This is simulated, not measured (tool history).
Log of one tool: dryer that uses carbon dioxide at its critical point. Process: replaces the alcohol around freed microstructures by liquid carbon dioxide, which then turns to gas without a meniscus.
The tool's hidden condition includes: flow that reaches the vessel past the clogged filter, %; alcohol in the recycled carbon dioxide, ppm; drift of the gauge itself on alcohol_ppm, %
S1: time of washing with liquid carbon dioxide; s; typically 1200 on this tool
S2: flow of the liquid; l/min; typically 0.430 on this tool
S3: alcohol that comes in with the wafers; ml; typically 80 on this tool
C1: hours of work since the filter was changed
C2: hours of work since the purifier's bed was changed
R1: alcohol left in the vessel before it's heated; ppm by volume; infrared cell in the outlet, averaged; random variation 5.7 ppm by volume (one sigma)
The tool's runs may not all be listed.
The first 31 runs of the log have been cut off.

run,day,S1,S2,S3,C1,C2,R1
32,10.571,1200,0.430,21,101,172,122
33,10.775,1200,0.430,45,103,174,182
34,11.125,1140,0.398,23,107,178,185
35,11.517,720,0.407,61,110,181,2313
36,11.829,840,0.289,82,113,184,5216
37,12.183,1560,0.289,70,117,188,473
38,12.488,1560,0.289,70,120,191,494
39,12.825,780,0.685,116,123,194,351

Each row is a separate what-if for the run after 39, all from the same tool condition, not one after another. Results?
A,13.029,1800,0.466,116,125,196,?
B,13.029,1020,0.299,22,125,196,?
C,13.029,1320,0.430,37,125,196,?
D,13.029,1380,0.319,49,125,196,?
E,13.029,1320,0.685,28,125,196,?

run,R1
A,68
B,767
C,137
D,394
E,63
Without the tool's hidden state the same runs would have given:
run,R1
A,12
B,584
C,64
D,256
E,10
